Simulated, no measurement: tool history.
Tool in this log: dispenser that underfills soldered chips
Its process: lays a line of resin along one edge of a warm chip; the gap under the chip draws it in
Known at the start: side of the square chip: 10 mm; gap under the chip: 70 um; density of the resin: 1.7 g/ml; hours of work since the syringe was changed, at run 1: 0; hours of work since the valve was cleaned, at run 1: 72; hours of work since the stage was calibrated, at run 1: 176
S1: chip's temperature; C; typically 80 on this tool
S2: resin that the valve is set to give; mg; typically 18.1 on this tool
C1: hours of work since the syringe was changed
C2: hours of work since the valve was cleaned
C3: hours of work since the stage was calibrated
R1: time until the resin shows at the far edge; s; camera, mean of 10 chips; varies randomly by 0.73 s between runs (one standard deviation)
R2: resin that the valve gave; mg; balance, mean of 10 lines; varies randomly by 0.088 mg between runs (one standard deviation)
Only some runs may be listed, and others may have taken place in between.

run	hour	S1	S2	C1	C2	C3	R1	R2
1	0.0	80	18.1	0	72	176	71.1	16.84
# hour 5.5: dispensing valve cleaned and set on the balance
2	7.4	80	18.1	4	1	181	90.0	18.15
3	13.1	80	18.7	8	5	185	111.6	18.68
# hour 14.3: new syringe of resin
4	19.9	80	18.7	4	10	189	85.3	18.59
# hour 27.6: new syringe of resin
5	30.2	80	18.7	2	17	196	78.1	18.49
6	38.1	80	18.7	7	22	202	106.9	18.40
# hour 41.3: new syringe of resin
7	49.1	80	21.1	5	30	209	94.5	20.66
# hour 54.2: new syringe of resin
8	60.7	80	21.1	4	37	217	89.7	20.35
# hour 67.4: new syringe of resin
9	68.5	80	21.1	1	43	222	73.3	20.52
10	77.7	80	18.1	7	49	228	106.2	17.31
# hour 80.3: new syringe of resin
11	89.8	92	18.1	7	57	237	64.0	17.30
# hour 93.9: new syringe of resin
12	95.2	92	18.1	1	61	240	49.8	17.13
13	101.0	92	18.1	5	65	244	60.6	17.10
# hour 107.2: new syringe of resin
14	111.0	80	18.1	3	71	251	84.3	17.11
# hour 116.3: dispensing valve cleaned and set on the balance
15	119.9	80	18.1	8	2	256	113.1	18.03
# hour 121.2: new syringe of resin
16	130.1	80	18.1	6	9	263	100.6	18.03
# hour 134.2: new syringe of resin
17	137.3	80	18.1	2	14	268	82.4	17.94
# hour 147.4: new syringe of resin
18	148.6	80	18.1	1	22	276	74.1	17.74
# hour 160.4: new syringe of resin
19	160.8	83	17.0	0	30	284	68.1	16.60
20	170.0	80	23.5	7	36	290	102.3	22.87
# hour 173.8: new syringe of resin
21	177.3	80	23.5	2	41	295	81.6	22.59
# hour 186.8: new syringe of resin
22	187.0	68	18.1	0	48	302	122.2	17.28
23	195.9	68	18.1	6	54	308	168.9	17.26
# hour 200.2: new syringe of resin
24	202.4	87	17.0	2	58	312	63.5	16.20
25	212.2	69	22.0	8	65	319	180.3	20.80
# hour 213.4: new syringe of resin
26	218.3	91	18.1	3	69	323	59.6	16.99
27	224.5	68	20.5	8	73	327	183.8	19.31
# hour 226.8: new syringe of resin
# hour 227.8: dispensing valve cleaned and set on the balance
28	235.5	68	20.5	5	5	334	159.2	20.28
# hour 240.8: new syringe of resin
29	243.3	68	20.5	2	11	339	132.1	20.27
30	252.8	65	15.7	8	17	346	226.9	15.32
# hour 253.9: new syringe of resin
31	263.7	65	15.7	7	24	353	201.8	15.19
# hour 266.7: new syringe of resin
32	271.4	65	15.7	3	30	358	171.9	15.11
# hour 279.9: new syringe of resin
33	281.6	75	19.1	1	36	365	96.5	18.65
34	289.8	75	19.1	7	42	371	132.2	18.41
# hour 293.4: new syringe of resin
35	300.9	75	19.1	5	50	378	123.0	18.11

Subtracting, for every run, the result it would have given without the tool's unlogged condition from the measured result gives the following. The same run-to-run variation enters both numbers; the gauge's scatter may not:
Unlogged tool condition in this case: resin's viscosity, % of fresh resin's; dose that the valve gives, % of what is set; true chip temperature over the reading, C; drift of the gauge itself on fill_s, %; drift of the gauge itself on given_mg, %.
run	R1	R2
1	+4.5	-1.05
2	+23.1	+0.02
3	+44.2	-0.03
4	+19.9	-0.10
5	+12.1	-0.22
6	+39.8	-0.32
7	+28.3	-0.49
8	+23.3	-0.64
9	+7.7	-0.73
10	+39.0	-0.72
11	+22.3	-0.86
12	+6.6	-0.91
13	+18.3	-0.98
14	+17.0	-1.09
15	+44.9	-0.06
16	+34.8	-0.15
17	+14.1	-0.23
18	+9.0	-0.35
19	+7.9	-0.45
20	+38.2	-0.75
21	+16.3	-0.84
22	+13.8	-0.76
23	+61.5	-0.86
24	+12.1	-0.86
25	+79.0	-1.25
26	+15.3	-1.09
27	+76.9	-1.31
28	+53.4	-0.11
29	+25.5	-0.21
30	+99.1	-0.24
31	+76.8	-0.35
32	+45.9	-0.40
33	+15.9	-0.62
34	+51.4	-0.71
35	+42.2	-0.84
